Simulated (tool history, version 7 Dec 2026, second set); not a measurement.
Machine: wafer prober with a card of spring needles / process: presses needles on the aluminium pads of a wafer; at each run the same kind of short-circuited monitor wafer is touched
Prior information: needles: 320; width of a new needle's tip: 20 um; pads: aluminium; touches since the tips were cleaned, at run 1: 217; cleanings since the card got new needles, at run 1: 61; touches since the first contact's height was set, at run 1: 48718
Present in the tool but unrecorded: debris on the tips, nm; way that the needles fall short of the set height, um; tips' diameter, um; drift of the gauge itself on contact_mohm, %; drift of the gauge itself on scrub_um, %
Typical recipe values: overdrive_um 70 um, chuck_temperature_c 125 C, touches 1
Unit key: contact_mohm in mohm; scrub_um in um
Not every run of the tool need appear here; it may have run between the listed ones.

run,hour,overdrive_um,chuck_temperature_c,touches,touches since the tips were cleaned,cleanings since the card got new needles,touches since the first contact's height was set,contact_mohm,scrub_um
1,0,70,125,1,217,61,48718,237,13.9
# hour 12.2: tips cleaned on abrasive film
2,12.2,70,125,1,17,62,52506,237,13.93
# hour 25.1: tips cleaned on abrasive film
3,30.3,70,25,1,1628,63,58136,215,13.88
# hour 38.5: tips cleaned on abrasive film
# hour 51.4: tips cleaned on abrasive film
4,56.2,70,25,2,1528,65,66169,211,13.93
# hour 63.4: tips cleaned on abrasive film
# hour 69.3: height of the first contact set anew
# hour 76.2: tips cleaned on abrasive film
5,82.3,70,125,1,1885,67,4029,239,13.89
# hour 88.5: tips cleaned on abrasive film
# hour 100.7: tips cleaned on abrasive film
6,106.9,69,125,1,1917,69,11657,237,13.73
# hour 113: tips cleaned on abrasive film
# hour 125.3: tips cleaned on abrasive film
7,127.9,69,125,1,814,71,18176,233,13.72
# hour 138.7: tips cleaned on abrasive film
# hour 151.8: tips cleaned on abrasive film
8,152.7,57,125,1,266,73,25843,240,11.28
# hour 165.6: tips cleaned on abrasive film
9,168.5,70,125,1,909,74,30760,237,13.9
# hour 177.7: tips cleaned on abrasive film
10,186.8,68,125,1,2820,75,36438,239,13.53
# hour 190.2: tips cleaned on abrasive film
# hour 202.1: tips cleaned on abrasive film
11,203.9,87,68,2,567,77,41723,218,17.29

Run 12 is up next; what results do you expect?
# hour 214.9: tips cleaned on abrasive film
# hour 227.6: tips cleaned on abrasive film
12,230.2,87,68,2,818,79,49891,?,?

Run 12 produced contact_mohm 219 mohm, scrub_um 17.27 um.
With no hidden state in the tool, this same run would have given contact_mohm 219 mohm, scrub_um 17.27 um.

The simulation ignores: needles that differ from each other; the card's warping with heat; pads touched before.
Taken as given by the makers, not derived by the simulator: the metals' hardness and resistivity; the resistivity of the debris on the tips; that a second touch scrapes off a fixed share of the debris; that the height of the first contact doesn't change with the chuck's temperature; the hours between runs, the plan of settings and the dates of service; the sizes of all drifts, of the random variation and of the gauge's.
